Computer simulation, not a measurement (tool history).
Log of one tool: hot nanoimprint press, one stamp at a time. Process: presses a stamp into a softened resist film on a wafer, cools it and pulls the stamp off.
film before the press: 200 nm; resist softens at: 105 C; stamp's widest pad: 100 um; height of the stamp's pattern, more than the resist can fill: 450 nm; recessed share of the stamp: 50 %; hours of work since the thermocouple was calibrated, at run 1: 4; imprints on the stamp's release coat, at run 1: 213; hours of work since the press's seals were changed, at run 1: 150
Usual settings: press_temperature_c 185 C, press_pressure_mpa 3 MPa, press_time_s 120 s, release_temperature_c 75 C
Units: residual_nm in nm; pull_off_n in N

| run | hour | press_temperature_c | press_pressure_mpa | press_time_s | release_temperature_c | hours of work since the thermocouple was calibrated | imprints on the stamp's release coat | hours of work since the press's seals were changed | residual_nm | pull_off_n |
|---|---|---|---|---|---|---|---|---|---|---|
| 1 | 0 | 185 | 3 | 120 | 75 | 4 | 213 | 150 | 91.5 | 166 |
| 2 | 67.4 | 185 | 3 | 120 | 75 | 53 | 577 | 198 | 91.2 | 193 |
|  | 102.3 | stamp cleaned and given a new release coat |
| 3 | 145.4 | 185 | 3 | 120 | 75 | 104 | 233 | 250 | 92.2 | 174 |
| 4 | 186.6 | 185 | 3 | 120 | 75 | 134 | 455 | 279 | 91.9 | 181 |
| 5 | 232 | 185 | 3 | 120 | 75 | 167 | 700 | 312 | 92.4 | 203 |
|  | 244.9 | stamp cleaned and given a new release coat |
| 6 | 290.1 | 185 | 3 | 120 | 75 | 204 | 244 | 350 | 93 | 176 |
| 7 | 349.5 | 185 | 3 | 120 | 81 | 247 | 565 | 392 | 93.2 | 170 |
|  | 386.3 | stamp cleaned and given a new release coat |
| 8 | 405.5 | 185 | 3 | 120 | 81 | 283 | 103 | 428 | 93.8 | 137 |
|  | 415.2 | plate thermocouple calibrated |
| 9 | 450.1 | 185 | 3 | 120 | 81 | 25 | 328 | 458 | 95.1 | 157 |
| 10 | 485.9 | 191 | 3 | 120 | 75 | 51 | 521 | 484 | 79.3 | 197 |
|  | 533.9 | stamp cleaned and given a new release coat |
| 11 | 565.9 | 191 | 3 | 120 | 75 | 104 | 173 | 537 | 81 | 175 |
|  | 578.9 | press's hydraulic seals changed and the load cell set to zero |
|  | 586 | plate thermocouple calibrated, once more |
| 12 | 638.8 | 191 | 3 | 120 | 75 | 38 | 508 | 41 | 75.5 | 183 |
|  | 686.9 | stamp cleaned and given a new release coat |
| 13 | 686.9 | 191 | 3 | 120 | 75 | 68 | 0 | 71 | 74.8 | 159 |
| 14 | 759.2 | 191 | 3 | 120 | 75 | 120 | 390 | 123 | 77 | 178 |
|  | 827.9 | stamp cleaned and given a new release coat |
| 15 | 827.9 | 197 | 3 | 120 | 75 | 165 | 0 | 168 | 65.1 | 159 |
| 16 | 865.5 | 193 | 3 | 120 | 65 | 192 | 203 | 195 | 72.4 | 219 |
| 17 | 922.7 | 193 | 2.68 | 234 | 65 | 234 | 512 | 237 | 59.8 | 235 |
|  | 969.8 | stamp cleaned and given a new release coat |
| 18 | 973.7 | 193 | 2.68 | 123 | 79 | 266 | 20 | 269 | 77.9 | 144 |
| 19 | 1018.4 | 191 | 2.18 | 120 | 75 | 298 | 262 | 301 | 91.4 | 168 |
|  | 1084.7 | plate thermocouple calibrated |
| 20 | 1092.1 | 182 | 3.98 | 148 | 71 | 5 | 644 | 352 | 82.2 | 216 |
|  | 1117.4 | stamp cleaned and given a new release coat |
| 21 | 1129.9 | 178 | 3.98 | 148 | 71 | 28 | 67 | 375 | 94.2 | 182 |
| 22 | 1199.3 | 176 | 2.03 | 148 | 71 | 78 | 443 | 425 | 131.4 | 206 |
|  | 1259 | stamp cleaned and given a new release coat |
| 23 | 1259 | 176 | 2.03 | 148 | 71 | 117 | 0 | 463 | 131.5 | 176 |
| 24 | 1303.5 | 176 | 4.2 | 148 | 71 | 149 | 240 | 495 | 99 | 190 |
| 25 | 1356.9 | 181 | 3 | 120 | 75 | 187 | 529 | 534 | 106.8 | 196 |
|  | 1376.8 | press's hydraulic seals changed and the load cell set to zero |
|  | 1409.3 | stamp cleaned and given a new release coat |
| 26 | 1409.3 | 181 | 3 | 120 | 75 | 215 | 0 | 19 | 105.5 | 165 |
| 27 | 1484.2 | 181 | 3 | 120 | 75 | 269 | 405 | 73 | 106.1 | 184 |
| 28 | 1531.3 | 174 | 4.55 | 110 | 63 | 303 | 659 | 107 | 113.7 | 268 |

3 ways to go on from here, each from the tool as it stands after run 28. What would each give?
|  | 1554.5 | stamp cleaned and given a new release coat |
| A | 1574.5 | 196 | 4.55 | 128 | 73 | 329 | 108 | 134 | ? | ? |
|  | 1554.5 | stamp cleaned and given a new release coat |
| B | 1574.5 | 185 | 1.85 | 234 | 63 | 329 | 108 | 134 | ? | ? |
|  | 1554.5 | stamp cleaned and given a new release coat |
| C | 1574.5 | 174 | 4.55 | 83 | 63 | 329 | 108 | 134 | ? | ? |

| run | residual_nm | pull_off_n |
|---|---|---|
| A | 54 | 180 |
| B | 92 | 238 |
| C | 124.7 | 226 |
Without the tool's hidden state the same runs would have given:
| run | residual_nm | pull_off_n |
|---|---|---|
| A | 51.1 | 166 |
| B | 87.4 | 221 |
| C | 118.5 | 210 |
